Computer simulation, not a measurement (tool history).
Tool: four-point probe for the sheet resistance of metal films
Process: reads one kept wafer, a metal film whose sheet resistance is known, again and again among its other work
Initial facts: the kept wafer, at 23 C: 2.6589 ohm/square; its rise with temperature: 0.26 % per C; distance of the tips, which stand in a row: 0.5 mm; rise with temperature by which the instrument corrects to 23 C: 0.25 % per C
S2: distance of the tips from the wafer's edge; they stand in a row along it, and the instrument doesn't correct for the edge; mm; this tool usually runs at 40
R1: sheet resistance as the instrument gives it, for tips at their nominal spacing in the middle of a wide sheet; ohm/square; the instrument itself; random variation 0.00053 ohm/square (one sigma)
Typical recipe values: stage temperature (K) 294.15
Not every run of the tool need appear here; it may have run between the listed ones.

Run 1, hour 0: usual settings. Result: R1 2.68645 ohm/square.
Run 2, hour 29.4: usual settings. Result: R1 2.687027 ohm/square.
Run 3, hour 64.1: usual settings but stage temperature (K) 301.15. Result: R1 2.689361 ohm/square.
Run 4, hour 99.7: usual settings but stage temperature (K) 301.15. Result: R1 2.68989 ohm/square.
Run 5, hour 131.3: usual settings. Result: R1 2.688792 ohm/square.
Run 6, hour 156.2: usual settings but S2 16 mm. Result: R1 2.690136 ohm/square.
Run 7, hour 192.2: usual settings but stage temperature (K) 292.15. Result: R1 2.689211 ohm/square.
Run 8, hour 213: usual settings but stage temperature (K) 292.15. Result: R1 2.689585 ohm/square.
Run 9, hour 229.1: usual settings but stage temperature (K) 292.15. Result: R1 2.689694 ohm/square.
Run 10, hour 256.8: usual settings but stage temperature (K) 292.15. Result: R1 2.689644 ohm/square.
Run 11, hour 282.8: usual settings but S2 10 mm. Result: R1 2.693578 ohm/square.
Run 12, hour 310.5: usual settings but S2 10 mm. Result: R1 2.694523 ohm/square.
Run 13, hour 331.6: usual settings but S2 28 mm. Result: R1 2.692453 ohm/square.
At hour 335.6: stage's thermometer calibrated.
Run 14, hour 371.5: usual settings but stage temperature (K) 293.15, S2 12 mm. Result: R1 2.696104 ohm/square.
Run 15, hour 407.4: usual settings but S2 22 mm. Result: R1 2.69523 ohm/square.
Run 16, hour 444.1: usual settings but stage temperature (K) 297.15, S2 25 mm. Result: R1 2.696274 ohm/square.
Run 17, hour 483.1: usual settings but stage temperature (K) 301.15, S2 8 mm. Result: R1 2.703587 ohm/square.
At hour 495.1: stage's thermometer calibrated, once more.
Run 18, hour 504.5: usual settings but stage temperature (K) 307.15, S2 17 mm. Result: R1 2.69696 ohm/square.
Run 19, hour 539.9: usual settings but stage temperature (K) 303.15, S2 47 mm. Result: R1 2.695859 ohm/square.
Run 20, hour 564.5: usual settings but stage temperature (K) 299.15, S2 4 mm. Result: R1 2.717281 ohm/square.
Run 21, hour 580.3: usual settings but stage temperature (K) 293.15, S2 16 mm. Result: R1 2.695 ohm/square.
Run 22, hour 616.3: usual settings but stage temperature (K) 300.15, S2 16 mm. Result: R1 2.696615 ohm/square.
Run 23, hour 649.1: usual settings but stage temperature (K) 300.15, S2 16 mm. Result: R1 2.697714 ohm/square.
Run 24, hour 671.1: usual settings but stage temperature (K) 296.15, S2 8 mm. Result: R1 2.701685 ohm/square.
Run 25, hour 697.6: usual settings but S2 34 mm. Result: R1 2.695659 ohm/square.
Run 26, hour 719.9: usual settings but S2 34 mm. Result: R1 2.695781 ohm/square.

Alternative continuations, all from the tool just after run 26; predict every row:
Run A, hour 752.1: usual settings but stage temperature (K) 307.15, S2 8 mm. Result: R1 ?.
Run B, hour 752.1: usual settings but stage temperature (K) 303.15, S2 16 mm. Result: R1 ?.
Run C, hour 752.1: usual settings but stage temperature (K) 291.15, S2 61 mm. Result: R1 ?.

run        R1
  A  2.706121
  B  2.699623
  C   2.69485
With the hidden condition removed and each run's random variation left untouched, the same runs would have given:
run        R1
  A  2.668236
  B   2.66182
  C  2.657101
